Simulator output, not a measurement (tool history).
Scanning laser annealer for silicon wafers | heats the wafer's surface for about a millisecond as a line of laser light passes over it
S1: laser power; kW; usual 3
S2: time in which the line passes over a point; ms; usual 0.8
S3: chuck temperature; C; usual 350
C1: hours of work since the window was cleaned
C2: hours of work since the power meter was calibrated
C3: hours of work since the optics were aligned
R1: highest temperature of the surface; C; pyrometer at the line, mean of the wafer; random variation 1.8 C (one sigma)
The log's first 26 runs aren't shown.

Run 27, hour 1350: usual settings but S2 0.598 ms, S3 367 C; C1 352; C2 1206; C3 841. Result: R1 965 C.
Run 28, hour 1385: usual settings but S2 0.598 ms, S3 367 C; C1 367; C2 1221; C3 856. Result: R1 969 C.
Run 29, hour 1418.1: usual settings but S2 0.598 ms, S3 367 C; C1 381; C2 1235; C3 870. Result: R1 972 C.
Run 30, hour 1453.9: usual settings but S1 3.027 kW, S2 0.598 ms, S3 362 C; C1 396; C2 1251; C3 886. Result: R1 967 C.
Run 31, hour 1517.2: usual settings but S1 3.027 kW, S2 0.652 ms, S3 317 C; C1 423; C2 1278; C3 913. Result: R1 951 C.
Run 32, hour 1585.6: usual settings but S1 3.027 kW, S2 0.604 ms, S3 377 C; C1 452; C2 1307; C3 942. Result: R1 986 C.
Run 33, hour 1655.5: usual settings but S1 2.902 kW, S2 0.63 ms, S3 389 C; C1 482; C2 1336; C3 971. Result: R1 984 C.
Run 34, hour 1685.9: usual settings but S1 2.754 kW, S2 0.658 ms, S3 353 C; C1 495; C2 1349; C3 984. Result: R1 929 C.
Run 35, hour 1735.1: usual settings but S1 2.595 kW, S2 0.658 ms, S3 353 C; C1 516; C2 1370; C3 1005. Result: R1 894 C.
Run 36, hour 1805.3: usual settings but S1 3.258 kW, S2 0.637 ms, S3 317 C; C1 546; C2 1400; C3 1035. Result: R1 997 C.
Run 37, hour 1850.4: usual settings but S1 3.226 kW, S2 0.591 ms, S3 311 C; C1 565; C2 1419; C3 1054. Result: R1 954 C.
Run 38, hour 1903.2: usual settings but S1 3.226 kW, S2 0.591 ms, S3 311 C; C1 587; C2 1442; C3 1077. Result: R1 955 C.
Run 39, hour 1936.1: usual settings but S1 3.226 kW, S2 0.591 ms, S3 311 C; C1 601; C2 1456; C3 1091. Result: R1 955 C.
Run 40, hour 1993.3: usual settings but S2 0.637 ms, S3 379 C; C1 626; C2 1480; C3 1115. Result: R1 1000 C.

Forecast each of these 5 alternatives for the next run:
Run A, hour 2042.5: usual settings but S1 3.192 kW, S2 0.911 ms, S3 364 C; C1 647; C2 1501; C3 1136. Result: R1 ?.
Run B, hour 2042.5: usual settings but S1 2.909 kW, S2 0.967 ms, S3 383 C; C1 647; C2 1501; C3 1136. Result: R1 ?.
Run C, hour 2042.5: usual settings but S1 3.147 kW, S2 0.706 ms, S3 318 C; C1 647; C2 1501; C3 1136. Result: R1 ?.
Run D, hour 2042.5: usual settings but S2 0.748 ms; C1 647; C2 1501; C3 1136. Result: R1 ?.
Run E, hour 2042.5: usual settings but S2 0.888 ms, S3 366 C; C1 647; C2 1501; C3 1136. Result: R1 ?.

run    R1
  A  1167
  B  1136
  C  1008
  D  1027
  E  1106
Without the tool's hidden state the same runs would have given:
run    R1
  A  1167
  B  1136
  C  1008
  D  1027
  E  1106
